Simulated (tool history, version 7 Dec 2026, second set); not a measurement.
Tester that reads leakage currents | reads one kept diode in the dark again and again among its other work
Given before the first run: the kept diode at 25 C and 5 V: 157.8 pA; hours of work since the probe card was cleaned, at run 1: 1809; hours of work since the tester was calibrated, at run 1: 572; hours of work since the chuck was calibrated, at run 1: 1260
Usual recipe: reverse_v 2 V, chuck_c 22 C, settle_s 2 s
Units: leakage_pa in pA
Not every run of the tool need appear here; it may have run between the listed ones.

run,hour,reverse_v,chuck_c,settle_s,hours of work since the probe card was cleaned,hours of work since the tester was calibrated,hours of work since the chuck was calibrated,leakage_pa
1,0,2,22,2,1809,572,1260,87.9
2,31.8,2,22,2,1831,594,1281,87.83
3,90.6,2,22,2,1871,634,1322,87.78
4,140.2,2,22,2,1905,668,1356,87.31
5,171.2,2,22,2,1926,689,1377,87.02
# hour 176.7: chuck's temperature calibrated
6,201.3,6.45,22,3.81,1946,709,17,128.55
7,256.9,2.66,22,1.69,1984,747,55,95.44
8,283.7,2.66,22,1.69,2002,765,73,95.49
9,341.6,3.47,44,0.9,2042,805,113,508.31
10,394.3,1.51,22,1.19,2078,841,149,78.34

5 ways to go on from here, each from the tool as it stands after run 10. What would each give?
# hour 422.3: chuck's temperature calibrated, once more
A,461.8,7.27,22,2,2123,886,27,?
# hour 422.3: chuck's temperature calibrated, once more
B,461.8,2.67,22,4.87,2123,886,27,?
# hour 422.3: chuck's temperature calibrated, once more
C,461.8,1.73,52,3.37,2123,886,27,?
# hour 422.3: chuck's temperature calibrated, once more
D,461.8,2.57,28,0.54,2123,886,27,?
# hour 422.3: chuck's temperature calibrated, once more
E,461.8,2.21,32,0.85,2123,886,27,?

run,leakage_pa
A,146.16
B,103.23
C,743.23
D,160.91
E,205.14
What these runs would have given with no unlogged condition in the tool:
run,leakage_pa
A,141.3
B,102.19
C,751.62
D,160.77
E,205.96
